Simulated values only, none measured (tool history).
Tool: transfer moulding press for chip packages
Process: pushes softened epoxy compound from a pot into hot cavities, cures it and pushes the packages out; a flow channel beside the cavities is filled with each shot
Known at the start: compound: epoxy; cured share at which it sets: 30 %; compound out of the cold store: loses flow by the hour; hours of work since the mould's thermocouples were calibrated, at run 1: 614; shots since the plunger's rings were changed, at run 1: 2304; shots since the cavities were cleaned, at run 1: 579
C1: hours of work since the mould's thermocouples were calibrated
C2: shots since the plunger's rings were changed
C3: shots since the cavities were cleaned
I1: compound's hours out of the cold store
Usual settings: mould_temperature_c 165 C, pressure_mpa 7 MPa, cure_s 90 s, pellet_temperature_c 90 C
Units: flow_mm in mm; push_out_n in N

run 1 hour=0 | mould_temperature_c=165 pressure_mpa=7 cure_s=90 pellet_temperature_c=90 | C1=614 C2=2304 C3=579 | I1=17.3 | flow_mm=833 push_out_n=248
run 2 hour=31.7 | mould_temperature_c=165 pressure_mpa=7 cure_s=90 pellet_temperature_c=89 | C1=632 C2=2662 C3=937 | I1=36 | flow_mm=739 push_out_n=245
-- hour=38.9 cavities cleaned with cleaning compound and waxed
-- hour=53.4 plunger's sealing rings changed
run 3 hour=72.6 | mould_temperature_c=165 pressure_mpa=7 cure_s=90 pellet_temperature_c=89 | C1=654 C2=216 C3=352 | I1=14.9 | flow_mm=846 push_out_n=256
run 4 hour=91 | mould_temperature_c=165 pressure_mpa=7 cure_s=90 pellet_temperature_c=82 | C1=664 C2=424 C3=560 | I1=15.1 | flow_mm=847 push_out_n=259
run 5 hour=108.8 | mould_temperature_c=165 pressure_mpa=7 cure_s=90 pellet_temperature_c=90 | C1=675 C2=625 C3=761 | I1=25.5 | flow_mm=784 push_out_n=257
-- hour=131.3 cavities cleaned with cleaning compound and waxed
run 6 hour=136.7 | mould_temperature_c=165 pressure_mpa=7 cure_s=90 pellet_temperature_c=90 | C1=690 C2=922 C3=61 | I1=16.8 | flow_mm=828 push_out_n=252
run 7 hour=161.8 | mould_temperature_c=165 pressure_mpa=7 cure_s=90 pellet_temperature_c=90 | C1=704 C2=1206 C3=345 | I1=29.3 | flow_mm=772 push_out_n=260
run 8 hour=184.1 | mould_temperature_c=165 pressure_mpa=7 cure_s=90 pellet_temperature_c=90 | C1=717 C2=1457 C3=596 | I1=13 | flow_mm=848 push_out_n=250
-- hour=192.6 mould's thermocouples calibrated
run 9 hour=201.3 | mould_temperature_c=165 pressure_mpa=7 cure_s=90 pellet_temperature_c=90 | C1=5 C2=1628 C3=767 | I1=25.6 | flow_mm=791 push_out_n=245
-- hour=222.8 cavities cleaned with cleaning compound and waxed
run 10 hour=232.9 | mould_temperature_c=165 pressure_mpa=5.98 cure_s=70 pellet_temperature_c=100 | C1=22 C2=1968 C3=113 | I1=47.1 | flow_mm=647 push_out_n=336
run 11 hour=266.1 | mould_temperature_c=165 pressure_mpa=5.98 cure_s=70 pellet_temperature_c=100 | C1=42 C2=2343 C3=488 | I1=28.5 | flow_mm=710 push_out_n=372
run 12 hour=287.5 | mould_temperature_c=169 pressure_mpa=6.25 cure_s=90 pellet_temperature_c=84 | C1=54 C2=2585 C3=730 | I1=25 | flow_mm=735 push_out_n=217
-- hour=315.1 plunger's sealing rings changed
-- hour=316.6 cavities cleaned with cleaning compound and waxed
run 13 hour=319.9 | mould_temperature_c=165 pressure_mpa=5.94 cure_s=75 pellet_temperature_c=90 | C1=70 C2=37 C3=37 | I1=27.7 | flow_mm=719 push_out_n=344
run 14 hour=335.5 | mould_temperature_c=167 pressure_mpa=7.5 cure_s=79 pellet_temperature_c=82 | C1=79 C2=213 C3=213 | I1=31.2 | flow_mm=785 push_out_n=270
run 15 hour=369.3 | mould_temperature_c=165 pressure_mpa=7 cure_s=90 pellet_temperature_c=85 | C1=99 C2=594 C3=594 | I1=41.2 | flow_mm=712 push_out_n=248
run 16 hour=403.7 | mould_temperature_c=162 pressure_mpa=5.99 cure_s=108 pellet_temperature_c=89 | C1=119 C2=983 C3=983 | I1=44.2 | flow_mm=653 push_out_n=239
-- hour=407.7 cavities cleaned with cleaning compound and waxed
run 17 hour=437.7 | mould_temperature_c=165 pressure_mpa=7 cure_s=90 pellet_temperature_c=92 | C1=138 C2=1350 C3=340 | I1=43 | flow_mm=710 push_out_n=239

Forecast each of these 5 alternatives for the next run:
run A hour=470.6 | mould_temperature_c=165 pressure_mpa=6.57 cure_s=90 pellet_temperature_c=90 | C1=157 C2=1720 C3=710 | I1=33 | flow_mm=? push_out_n=?
run B hour=470.6 | mould_temperature_c=157 pressure_mpa=7 cure_s=126 pellet_temperature_c=92 | C1=157 C2=1720 C3=710 | I1=33.3 | flow_mm=? push_out_n=?
run C hour=470.6 | mould_temperature_c=167 pressure_mpa=7 cure_s=90 pellet_temperature_c=90 | C1=157 C2=1720 C3=710 | I1=15.5 | flow_mm=? push_out_n=?
run D hour=470.6 | mould_temperature_c=163 pressure_mpa=7 cure_s=79 pellet_temperature_c=99 | C1=157 C2=1720 C3=710 | I1=20.5 | flow_mm=? push_out_n=?
run E hour=470.6 | mould_temperature_c=171 pressure_mpa=8.67 cure_s=128 pellet_temperature_c=90 | C1=157 C2=1720 C3=710 | I1=27.8 | flow_mm=? push_out_n=?

run=A flow_mm=730 push_out_n=243
run=B flow_mm=774 push_out_n=242
run=C flow_mm=840 push_out_n=233
run=D flow_mm=818 push_out_n=350
run=E flow_mm=856 push_out_n=224
Without the tool's hidden state the same runs would have given:
run=A flow_mm=730 push_out_n=240
run=B flow_mm=775 push_out_n=239
run=C flow_mm=840 push_out_n=230
run=D flow_mm=819 push_out_n=346
run=E flow_mm=856 push_out_n=221
